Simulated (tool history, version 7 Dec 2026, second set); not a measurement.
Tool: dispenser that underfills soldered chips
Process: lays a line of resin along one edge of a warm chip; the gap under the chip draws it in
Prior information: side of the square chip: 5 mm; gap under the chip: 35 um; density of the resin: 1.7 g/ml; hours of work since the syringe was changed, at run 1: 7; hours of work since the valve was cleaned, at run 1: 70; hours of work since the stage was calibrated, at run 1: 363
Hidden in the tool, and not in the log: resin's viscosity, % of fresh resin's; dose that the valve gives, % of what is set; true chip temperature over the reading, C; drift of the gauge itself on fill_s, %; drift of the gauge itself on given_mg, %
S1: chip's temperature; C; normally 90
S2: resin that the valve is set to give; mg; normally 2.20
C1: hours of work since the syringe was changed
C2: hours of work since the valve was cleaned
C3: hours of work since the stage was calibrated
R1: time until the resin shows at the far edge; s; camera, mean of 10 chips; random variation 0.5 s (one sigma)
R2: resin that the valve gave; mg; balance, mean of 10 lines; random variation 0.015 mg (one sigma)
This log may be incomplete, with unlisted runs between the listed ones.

| run | hour | S1 | S2 | C1 | C2 | C3 | R1 | R2 |
|---|---|---|---|---|---|---|---|---|
| 1 | 0.0 | 90 | 2.20 | 7 | 70 | 363 | 56.7 | 2.11 |
|  | 5.9 | new syringe of resin |
| 2 | 11.2 | 90 | 2.20 | 4 | 78 | 371 | 47.3 | 2.06 |
|  | 21.8 | new syringe of resin |
| 3 | 23.6 | 90 | 2.20 | 1 | 86 | 379 | 40.1 | 2.06 |
| 4 | 34.9 | 90 | 2.20 | 9 | 94 | 387 | 61.7 | 2.05 |
|  | 38.2 | new syringe of resin |
| 5 | 41.1 | 97 | 2.20 | 2 | 99 | 392 | 32.1 | 2.03 |
|  | 54.1 | new syringe of resin |
| 6 | 54.8 | 90 | 2.20 | 1 | 108 | 401 | 40.0 | 2.04 |
| 7 | 65.2 | 90 | 2.20 | 8 | 115 | 408 | 59.3 | 2.00 |
|  | 70.1 | new syringe of resin |
| 8 | 73.7 | 83 | 2.20 | 3 | 121 | 414 | 61.7 | 1.97 |
|  | 75.9 | dispensing valve cleaned and set on the balance |
|  | 87.6 | new syringe of resin |
| 9 | 88.8 | 83 | 2.20 | 1 | 9 | 424 | 53.1 | 2.16 |
| 10 | 100.5 | 97 | 2.20 | 9 | 17 | 432 | 46.0 | 2.16 |
|  | 103.7 | new syringe of resin |
| 11 | 108.4 | 97 | 2.20 | 3 | 22 | 437 | 33.9 | 2.15 |
| 12 | 118.8 | 90 | 1.92 | 11 | 30 | 445 | 67.5 | 1.86 |
|  | 120.0 | new syringe of resin |
| 13 | 127.7 | 90 | 2.28 | 5 | 36 | 451 | 49.3 | 2.21 |
|  | 136.2 | new syringe of resin |
| 14 | 139.4 | 90 | 2.28 | 2 | 44 | 459 | 43.3 | 2.19 |
|  | 153.2 | new syringe of resin |
| 15 | 154.3 | 90 | 2.28 | 1 | 54 | 469 | 39.0 | 2.16 |
| 16 | 166.7 | 90 | 2.28 | 10 | 63 | 478 | 60.8 | 2.16 |
|  | 170.3 | new syringe of resin |
| 17 | 180.2 | 80 | 2.24 | 7 | 72 | 487 | 82.9 | 2.13 |
|  | 187.3 | new syringe of resin |
| 18 | 187.4 | 75 | 2.12 | 0 | 77 | 492 | 71.1 | 1.97 |
| 19 | 200.4 | 81 | 2.79 | 9 | 86 | 501 | 85.9 | 2.62 |
|  | 203.8 | new syringe of resin |
| 20 | 215.2 | 92 | 2.07 | 8 | 96 | 511 | 53.9 | 1.90 |
|  | 219.7 | new syringe of resin |
| 21 | 224.1 | 87 | 2.45 | 3 | 102 | 517 | 51.2 | 2.25 |
| 22 | 235.0 | 76 | 2.21 | 11 | 110 | 525 | 121.2 | 2.02 |
|  | 236.1 | new syringe of resin |
| 23 | 246.2 | 98 | 2.33 | 7 | 118 | 533 | 40.7 | 2.11 |
|  | 252.3 | new syringe of resin |
|  | 253.3 | dispensing valve cleaned and set on the balance |
| 24 | 256.7 | 98 | 2.64 | 2 | 2 | 539 | 30.7 | 2.65 |

Each row is a separate what-if for the run after 24, all from the same tool condition, not one after another. Results?
|  | 269.3 | new syringe of resin |
| A | 270.5 | 81 | 2.03 | 1 | 12 | 549 | ? | ? |
|  | 269.3 | new syringe of resin |
| B | 270.5 | 96 | 2.64 | 1 | 12 | 549 | ? | ? |
|  | 269.3 | new syringe of resin |
| C | 270.5 | 90 | 2.64 | 1 | 12 | 549 | ? | ? |

| run | R1 | R2 |
|---|---|---|
| A | 58.2 | 2.00 |
| B | 29.3 | 2.61 |
| C | 38.0 | 2.63 |
Stripped of hidden state, with their random variation kept, the same runs would have yielded:
| run | R1 | R2 |
|---|---|---|
| A | 60.0 | 2.02 |
| B | 30.1 | 2.64 |
| C | 39.2 | 2.65 |
